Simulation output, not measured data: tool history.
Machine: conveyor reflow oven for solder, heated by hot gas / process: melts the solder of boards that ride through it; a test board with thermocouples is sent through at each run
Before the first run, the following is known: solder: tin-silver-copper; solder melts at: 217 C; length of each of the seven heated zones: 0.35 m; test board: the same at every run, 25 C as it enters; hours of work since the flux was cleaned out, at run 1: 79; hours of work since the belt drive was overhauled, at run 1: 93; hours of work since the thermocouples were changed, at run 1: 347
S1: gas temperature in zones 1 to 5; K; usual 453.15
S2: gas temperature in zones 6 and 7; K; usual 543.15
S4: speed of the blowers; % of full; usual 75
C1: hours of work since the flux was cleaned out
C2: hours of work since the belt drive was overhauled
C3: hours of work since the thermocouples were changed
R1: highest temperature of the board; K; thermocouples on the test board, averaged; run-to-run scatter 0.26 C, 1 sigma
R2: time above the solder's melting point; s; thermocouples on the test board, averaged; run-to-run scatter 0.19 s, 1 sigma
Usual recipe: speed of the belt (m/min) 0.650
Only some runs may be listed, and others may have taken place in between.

{"run": 1, "hour": 0.0, "S1": 453.15, "S2": 543.15, "speed of the belt (m/min)": 0.65, "S4": 75, "C1": 79, "C2": 93, "C3": 347, "R1": 527.65, "R2": 51.4}
{"run": 2, "hour": 14.4, "S1": 453.15, "S2": 543.15, "speed of the belt (m/min)": 0.65, "S4": 75, "C1": 86, "C2": 100, "C3": 354, "R1": 527.95, "R2": 51.3}
{"run": 3, "hour": 30.9, "S1": 453.15, "S2": 543.15, "speed of the belt (m/min)": 0.65, "S4": 75, "C1": 94, "C2": 108, "C3": 362, "R1": 527.55, "R2": 51.2}
{"run": 4, "hour": 44.5, "S1": 453.15, "S2": 543.15, "speed of the belt (m/min)": 0.65, "S4": 75, "C1": 101, "C2": 115, "C3": 369, "R1": 528.15, "R2": 51.2}
{"run": 5, "hour": 59.2, "S1": 453.15, "S2": 543.15, "speed of the belt (m/min)": 0.727, "S4": 75, "C1": 108, "C2": 122, "C3": 376, "R1": 523.65, "R2": 42.7}
{"run": 6, "hour": 74.2, "S1": 453.15, "S2": 543.15, "speed of the belt (m/min)": 0.727, "S4": 75, "C1": 116, "C2": 130, "C3": 383, "R1": 523.45, "R2": 43.1}
{"run": 7, "hour": 85.5, "S1": 453.15, "S2": 543.15, "speed of the belt (m/min)": 0.727, "S4": 75, "C1": 121, "C2": 135, "C3": 389, "R1": 523.75, "R2": 43.0}
{"run": 8, "hour": 96.6, "S1": 467.15, "S2": 543.15, "speed of the belt (m/min)": 0.65, "S4": 75, "C1": 127, "C2": 141, "C3": 394, "R1": 530.25, "R2": 57.7}
{"run": 9, "hour": 110.9, "S1": 467.15, "S2": 543.15, "speed of the belt (m/min)": 0.65, "S4": 75, "C1": 134, "C2": 148, "C3": 401, "R1": 530.15, "R2": 57.6}
{"run": 10, "hour": 122.7, "S1": 467.15, "S2": 543.15, "speed of the belt (m/min)": 0.65, "S4": 75, "C1": 140, "C2": 153, "C3": 407, "R1": 530.35, "R2": 57.9}
{"run": 11, "hour": 135.7, "S1": 467.15, "S2": 543.15, "speed of the belt (m/min)": 0.65, "S4": 53, "C1": 146, "C2": 160, "C3": 414, "R1": 522.65, "R2": 51.4}
{"run": 12, "hour": 143.1, "S1": 448.15, "S2": 543.15, "speed of the belt (m/min)": 0.65, "S4": 75, "C1": 150, "C2": 164, "C3": 417, "R1": 526.85, "R2": 48.7}
{"run": 13, "hour": 156.3, "S1": 448.15, "S2": 543.15, "speed of the belt (m/min)": 0.65, "S4": 75, "C1": 156, "C2": 170, "C3": 424, "R1": 526.45, "R2": 48.7}
{"run": 14, "hour": 167.7, "S1": 453.15, "S2": 543.15, "speed of the belt (m/min)": 0.65, "S4": 75, "C1": 162, "C2": 176, "C3": 429, "R1": 527.25, "R2": 51.1}
{"run": 15, "hour": 177.4, "S1": 453.15, "S2": 543.15, "speed of the belt (m/min)": 0.65, "S4": 50, "C1": 166, "C2": 180, "C3": 434, "R1": 517.45, "R2": 41.2}
{"run": 16, "hour": 188.0, "S1": 453.15, "S2": 543.15, "speed of the belt (m/min)": 0.65, "S4": 50, "C1": 172, "C2": 186, "C3": 439, "R1": 516.95, "R2": 41.2}
{"run": 17, "hour": 203.9, "S1": 453.15, "S2": 543.15, "speed of the belt (m/min)": 0.738, "S4": 51, "C1": 180, "C2": 193, "C3": 447, "R1": 511.45, "R2": 30.7}
{"run": 18, "hour": 212.6, "S1": 453.15, "S2": 548.15, "speed of the belt (m/min)": 0.541, "S4": 83, "C1": 184, "C2": 198, "C3": 451, "R1": 539.45, "R2": 69.0}
{"run": 19, "hour": 229.6, "S1": 460.15, "S2": 547.15, "speed of the belt (m/min)": 0.578, "S4": 77, "C1": 192, "C2": 206, "C3": 460, "R1": 536.05, "R2": 65.3}
{"run": 20, "hour": 245.9, "S1": 449.15, "S2": 555.15, "speed of the belt (m/min)": 0.731, "S4": 64, "C1": 200, "C2": 214, "C3": 468, "R1": 526.85, "R2": 42.8}
{"run": 21, "hour": 258.6, "S1": 462.15, "S2": 543.15, "speed of the belt (m/min)": 0.528, "S4": 75, "C1": 206, "C2": 220, "C3": 474, "R1": 534.75, "R2": 72.3}
{"run": 22, "hour": 271.8, "S1": 462.15, "S2": 543.15, "speed of the belt (m/min)": 0.528, "S4": 75, "C1": 213, "C2": 227, "C3": 481, "R1": 534.65, "R2": 72.5}
{"run": 23, "hour": 287.6, "S1": 462.15, "S2": 543.15, "speed of the belt (m/min)": 0.528, "S4": 75, "C1": 221, "C2": 235, "C3": 488, "R1": 535.05, "R2": 72.0}
{"run": 24, "hour": 301.9, "S1": 458.15, "S2": 546.15, "speed of the belt (m/min)": 0.528, "S4": 75, "C1": 228, "C2": 242, "C3": 495, "R1": 536.85, "R2": 71.5}
{"run": 25, "hour": 310.8, "S1": 458.15, "S2": 541.15, "speed of the belt (m/min)": 0.663, "S4": 55, "C1": 232, "C2": 246, "C3": 500, "R1": 518.65, "R2": 43.6}
{"run": 26, "hour": 319.3, "S1": 458.15, "S2": 541.15, "speed of the belt (m/min)": 0.663, "S4": 55, "C1": 236, "C2": 250, "C3": 504, "R1": 518.25, "R2": 43.6}
{"run": 27, "hour": 329.2, "S1": 445.15, "S2": 541.15, "speed of the belt (m/min)": 0.663, "S4": 55, "C1": 241, "C2": 255, "C3": 509, "R1": 514.75, "R2": 36.8}
{"run": 28, "hour": 336.7, "S1": 453.15, "S2": 543.15, "speed of the belt (m/min)": 0.56, "S4": 75, "C1": 245, "C2": 259, "C3": 513, "R1": 531.75, "R2": 62.7}
{"run": 29, "hour": 345.9, "S1": 468.15, "S2": 550.15, "speed of the belt (m/min)": 0.541, "S4": 88, "C1": 249, "C2": 263, "C3": 517, "R1": 543.35, "R2": 76.6}
{"run": 30, "hour": 360.0, "S1": 467.15, "S2": 543.15, "speed of the belt (m/min)": 0.535, "S4": 75, "C1": 256, "C2": 270, "C3": 524, "R1": 534.85, "R2": 73.4}
{"run": 31, "hour": 376.7, "S1": 443.15, "S2": 543.15, "speed of the belt (m/min)": 0.535, "S4": 77, "C1": 265, "C2": 278, "C3": 532, "R1": 531.85, "R2": 62.4}
{"run": 32, "hour": 393.7, "S1": 460.15, "S2": 541.15, "speed of the belt (m/min)": 0.747, "S4": 76, "C1": 273, "C2": 287, "C3": 541, "R1": 522.65, "R2": 43.0}

Predict each of these 3 candidate next runs independently; none follows another, all start after run 32:
{"run": "A", "hour": 411.5, "S1": 453.15, "S2": 548.15, "speed of the belt (m/min)": 0.65, "S4": 75, "C1": 282, "C2": 295, "C3": 549, "R1": "?", "R2": "?"}
{"run": "B", "hour": 411.5, "S1": 453.15, "S2": 552.15, "speed of the belt (m/min)": 0.65, "S4": 75, "C1": 282, "C2": 295, "C3": 549, "R1": "?", "R2": "?"}
{"run": "C", "hour": 411.5, "S1": 464.15, "S2": 547.15, "speed of the belt (m/min)": 0.747, "S4": 56, "C1": 282, "C2": 295, "C3": 549, "R1": "?", "R2": "?"}

run=A R1=531.15 R2=53.2
run=B R1=534.45 R2=54.8
run=C R1=519.85 R2=40.8
With the hidden condition removed and each run's random variation left untouched, the same runs would have given:
run=A R1=531.05 R2=53.2
run=B R1=534.25 R2=54.7
run=C R1=519.75 R2=41.0

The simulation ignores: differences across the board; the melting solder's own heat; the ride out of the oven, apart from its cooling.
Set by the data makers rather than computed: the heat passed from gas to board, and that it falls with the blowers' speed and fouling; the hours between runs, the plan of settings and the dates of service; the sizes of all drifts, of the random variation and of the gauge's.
